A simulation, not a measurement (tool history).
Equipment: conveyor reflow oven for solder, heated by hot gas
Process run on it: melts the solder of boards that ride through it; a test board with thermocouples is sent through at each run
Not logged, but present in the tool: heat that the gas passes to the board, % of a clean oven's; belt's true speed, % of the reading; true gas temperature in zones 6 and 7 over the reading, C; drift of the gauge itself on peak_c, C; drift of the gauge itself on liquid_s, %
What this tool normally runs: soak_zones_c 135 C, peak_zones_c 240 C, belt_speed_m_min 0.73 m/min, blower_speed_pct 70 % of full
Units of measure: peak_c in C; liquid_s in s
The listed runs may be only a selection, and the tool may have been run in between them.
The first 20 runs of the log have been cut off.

run     day  soak_zones_c  peak_zones_c  belt_speed_m_min  blower_speed_pct  hours of work since the flux was cleaned out  hours of work since the belt drive was overhauled  hours of work since the thermocouples were changed  peak_c  liquid_s
 21   11.15           128           234             0.866                70                                           264                                                320                                                 281     208      32.1
 22  11.575           128           234             0.866                70                                           270                                                326                                                 287   208.4      31.8
 23  12.321           128           234             0.766                84                                           280                                                336                                                 297   216.4      43.9
 24  12.825           122           238             0.766                84                                           286                                                343                                                 303   218.9      44.4
 25  13.492           135           248             0.723                61                                           295                                                351                                                 312   226.1      53.3
 26  13.992           137           239              0.83                61                                           302                                                358                                                 319     213        39
 27  14.425           142           250             0.784                81                                           307                                                364                                                 324   231.3      53.7
 28  14.754           142           250             0.784                81                                           312                                                368                                                 329   231.2      53.9
 29  15.179           135           234             0.776                89                                           317                                                373                                                 334   218.6      46.3
 30  15.683           122           250             0.688                69                                           324                                                380                                                 341   230.1      55.7
       16.1  -- flux residue cleaned out of gas plates and filters
 31  16.217           121           229             0.858                82                                             2                                                384                                                 345   206.5        30

3 options for the next run, each taken on its own from the tool as it stands now. Forecast them:
  A  16.767           135           238             0.718                70                                             9                                                392                                                 353       ?         ?
  B  16.767           135           247              0.73                70                                             9                                                392                                                 353       ?         ?
  C  16.767           139           228             0.588                82                                             9                                                392                                                 353       ?         ?

run  peak_c  liquid_s
  A   220.3      50.9
  B   227.3      53.7
  C   219.7        65
Without the tool's hidden state the same runs would have given:
run  peak_c  liquid_s
  A   220.3      50.9
  B   227.3      53.7
  C   219.7        65
